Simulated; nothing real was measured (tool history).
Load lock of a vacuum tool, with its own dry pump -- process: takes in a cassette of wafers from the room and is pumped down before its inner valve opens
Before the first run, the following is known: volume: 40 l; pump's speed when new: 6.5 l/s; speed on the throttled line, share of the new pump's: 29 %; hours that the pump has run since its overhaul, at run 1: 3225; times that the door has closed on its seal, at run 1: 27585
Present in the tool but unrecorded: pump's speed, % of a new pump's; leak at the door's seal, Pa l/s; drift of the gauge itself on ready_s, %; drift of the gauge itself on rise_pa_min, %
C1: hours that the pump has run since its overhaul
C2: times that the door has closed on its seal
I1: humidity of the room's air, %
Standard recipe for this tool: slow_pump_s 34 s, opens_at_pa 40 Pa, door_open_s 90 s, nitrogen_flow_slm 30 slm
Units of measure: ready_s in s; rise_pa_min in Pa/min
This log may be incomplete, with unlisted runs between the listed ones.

run 1 hour=0 | slow_pump_s=34 opens_at_pa=40 door_open_s=90 nitrogen_flow_slm=30 | C1=3225 C2=27585 | I1=41 | ready_s=73.9 rise_pa_min=0.183
run 2 hour=410.7 | slow_pump_s=34 opens_at_pa=40 door_open_s=90 nitrogen_flow_slm=10 | C1=3635 C2=29284 | I1=48.8 | ready_s=75.1 rise_pa_min=0.221
run 3 hour=812.9 | slow_pump_s=24 opens_at_pa=40 door_open_s=90 nitrogen_flow_slm=10 | C1=4037 C2=30949 | I1=44.6 | ready_s=67.3 rise_pa_min=0.236
run 4 hour=1116.3 | slow_pump_s=24 opens_at_pa=40 door_open_s=90 nitrogen_flow_slm=10 | C1=4341 C2=32204 | I1=42.9 | ready_s=66.6 rise_pa_min=0.231
run 5 hour=1651.4 | slow_pump_s=24 opens_at_pa=40 door_open_s=90 nitrogen_flow_slm=10 | C1=4876 C2=34418 | I1=44.2 | ready_s=67.5 rise_pa_min=0.262
run 6 hour=2000 | slow_pump_s=34 opens_at_pa=40 door_open_s=90 nitrogen_flow_slm=30 | C1=5225 C2=35860 | I1=46.8 | ready_s=75.3 rise_pa_min=0.254
run 7 hour=2405.3 | slow_pump_s=34 opens_at_pa=40 door_open_s=90 nitrogen_flow_slm=30 | C1=5630 C2=37537 | I1=45 | ready_s=73.9 rise_pa_min=0.26
run 8 hour=2817.7 | slow_pump_s=34 opens_at_pa=40 door_open_s=90 nitrogen_flow_slm=30 | C1=6042 C2=39244 | I1=42 | ready_s=75.2 rise_pa_min=0.268
run 9 hour=3192.6 | slow_pump_s=34 opens_at_pa=40 door_open_s=90 nitrogen_flow_slm=30 | C1=6417 C2=40795 | I1=42.7 | ready_s=75.2 rise_pa_min=0.29
run 10 hour=3821.5 | slow_pump_s=34 opens_at_pa=40 door_open_s=90 nitrogen_flow_slm=30 | C1=7046 C2=43397 | I1=44 | ready_s=76.7 rise_pa_min=0.315
run 11 hour=4150.7 | slow_pump_s=34 opens_at_pa=40 door_open_s=90 nitrogen_flow_slm=30 | C1=7375 C2=44759 | I1=45.6 | ready_s=75.4 rise_pa_min=0.326
run 12 hour=4709.1 | slow_pump_s=34 opens_at_pa=40 door_open_s=90 nitrogen_flow_slm=30 | C1=7934 C2=47070 | I1=46.4 | ready_s=75.3 rise_pa_min=0.346
run 13 hour=5322.4 | slow_pump_s=66 opens_at_pa=40 door_open_s=90 nitrogen_flow_slm=30 | C1=8547 C2=49608 | I1=44.3 | ready_s=98.6 rise_pa_min=0.378
run 14 hour=5878.2 | slow_pump_s=34 opens_at_pa=40 door_open_s=90 nitrogen_flow_slm=5 | C1=9103 C2=51907 | I1=42.9 | ready_s=77.1 rise_pa_min=0.425
run 15 hour=6190 | slow_pump_s=34 opens_at_pa=40 door_open_s=90 nitrogen_flow_slm=5 | C1=9415 C2=53197 | I1=43.7 | ready_s=77.7 rise_pa_min=0.447
run 16 hour=6651.3 | slow_pump_s=37 opens_at_pa=40 door_open_s=90 nitrogen_flow_slm=30 | C1=9876 C2=55106 | I1=42.9 | ready_s=78.9 rise_pa_min=0.44
run 17 hour=6975.7 | slow_pump_s=37 opens_at_pa=40 door_open_s=90 nitrogen_flow_slm=30 | C1=10200 C2=56448 | I1=47.7 | ready_s=78.7 rise_pa_min=0.461
run 18 hour=7354.4 | slow_pump_s=46 opens_at_pa=40 door_open_s=90 nitrogen_flow_slm=30 | C1=10579 C2=58015 | I1=46.7 | ready_s=85.1 rise_pa_min=0.48
run 19 hour=7986.6 | slow_pump_s=46 opens_at_pa=40 door_open_s=90 nitrogen_flow_slm=30 | C1=11211 C2=60631 | I1=44.7 | ready_s=86.2 rise_pa_min=0.503
run 20 hour=8423.4 | slow_pump_s=34 opens_at_pa=40 door_open_s=75 nitrogen_flow_slm=30 | C1=11648 C2=62438 | I1=44.9 | ready_s=77.5 rise_pa_min=0.532
run 21 hour=8837.8 | slow_pump_s=34 opens_at_pa=40 door_open_s=126 nitrogen_flow_slm=30 | C1=12062 C2=64153 | I1=41.8 | ready_s=78.7 rise_pa_min=0.547
run 22 hour=9220.7 | slow_pump_s=18 opens_at_pa=39 door_open_s=90 nitrogen_flow_slm=30 | C1=12445 C2=65737 | I1=45.5 | ready_s=67.9 rise_pa_min=0.566
run 23 hour=9717.2 | slow_pump_s=34 opens_at_pa=30 door_open_s=90 nitrogen_flow_slm=19 | C1=12942 C2=67791 | I1=45.1 | ready_s=81 rise_pa_min=0.608
run 24 hour=10044.4 | slow_pump_s=34 opens_at_pa=30 door_open_s=144 nitrogen_flow_slm=17 | C1=13269 C2=69145 | I1=46.1 | ready_s=81.1 rise_pa_min=0.634
-- hour=10390.6 door's seal changed, seat wiped
run 25 hour=10446.8 | slow_pump_s=34 opens_at_pa=30 door_open_s=144 nitrogen_flow_slm=17 | C1=13670 C2=233 | I1=46.2 | ready_s=81.9 rise_pa_min=0.063
run 26 hour=10900.2 | slow_pump_s=34 opens_at_pa=34 door_open_s=47 nitrogen_flow_slm=4 | C1=14123 C2=2109 | I1=51.1 | ready_s=79.8 rise_pa_min=0.053
run 27 hour=11508.6 | slow_pump_s=44 opens_at_pa=40 door_open_s=83 nitrogen_flow_slm=20 | C1=14732 C2=4626 | I1=43.1 | ready_s=85.9 rise_pa_min=0.056
-- hour=11733.3 dry pump taken out, an overhauled one fitted
run 28 hour=11857 | slow_pump_s=44 opens_at_pa=40 door_open_s=209 nitrogen_flow_slm=20 | C1=124 C2=6043 | I1=44.3 | ready_s=79.3 rise_pa_min=0.096
run 29 hour=12406.9 | slow_pump_s=42 opens_at_pa=34 door_open_s=209 nitrogen_flow_slm=20 | C1=674 C2=8319 | I1=44.4 | ready_s=79 rise_pa_min=0.098
run 30 hour=12863.9 | slow_pump_s=40 opens_at_pa=43 door_open_s=125 nitrogen_flow_slm=5 | C1=1131 C2=10209 | I1=44.5 | ready_s=76.9 rise_pa_min=0.109
run 31 hour=13394.7 | slow_pump_s=50 opens_at_pa=35 door_open_s=90 nitrogen_flow_slm=30 | C1=1661 C2=12406 | I1=45.1 | ready_s=84.9 rise_pa_min=0.079
run 32 hour=13829.8 | slow_pump_s=28 opens_at_pa=41 door_open_s=90 nitrogen_flow_slm=28 | C1=2097 C2=14206 | I1=45.6 | ready_s=70.1 rise_pa_min=0.087
run 33 hour=14177.4 | slow_pump_s=28 opens_at_pa=41 door_open_s=90 nitrogen_flow_slm=28 | C1=2444 C2=15644 | I1=47.9 | ready_s=69.2 rise_pa_min=0.096
run 34 hour=14674.2 | slow_pump_s=34 opens_at_pa=70 door_open_s=90 nitrogen_flow_slm=30 | C1=2941 C2=17699 | I1=46.8 | ready_s=70.1 rise_pa_min=0.104
run 35 hour=15199.4 | slow_pump_s=25 opens_at_pa=67 door_open_s=36 nitrogen_flow_slm=30 | C1=3466 C2=19873 | I1=43.2 | ready_s=63.9 rise_pa_min=0.102
run 36 hour=15502.1 | slow_pump_s=25 opens_at_pa=52 door_open_s=149 nitrogen_flow_slm=30 | C1=3769 C2=21125 | I1=44.2 | ready_s=66.3 rise_pa_min=0.13

Below, some changes in ready_s between adjacent runs. For each, the amount present without the hidden state too (settings, incoming material, random variation) and the amount remaining for the hidden state with gauge scatter not shared by both compared results:
Run 12 -> 13: slow_pump_s 34 -> 66. ready_s +23.3 s: hidden state -0.6, all else +23.9.
Run 13 -> 14: slow_pump_s 66 -> 34, nitrogen_flow_slm 30 -> 5. ready_s -21.5 s: hidden state +1.1, all else -22.6.
Run 21 -> 22: slow_pump_s 34 -> 18, opens_at_pa 40 -> 39, door_open_s 126 -> 90. ready_s -10.8 s: hidden state +0.9, all else -11.7.
Run 27 -> 28: door_open_s 83 -> 209, dry pump taken out, an overhauled one fitted. ready_s -6.6 s: hidden state -6.3, all else -0.3.
Run 31 -> 32: slow_pump_s 50 -> 28, opens_at_pa 35 -> 41, nitrogen_flow_slm 30 -> 28. ready_s -14.8 s: hidden state +0.2, all else -15.
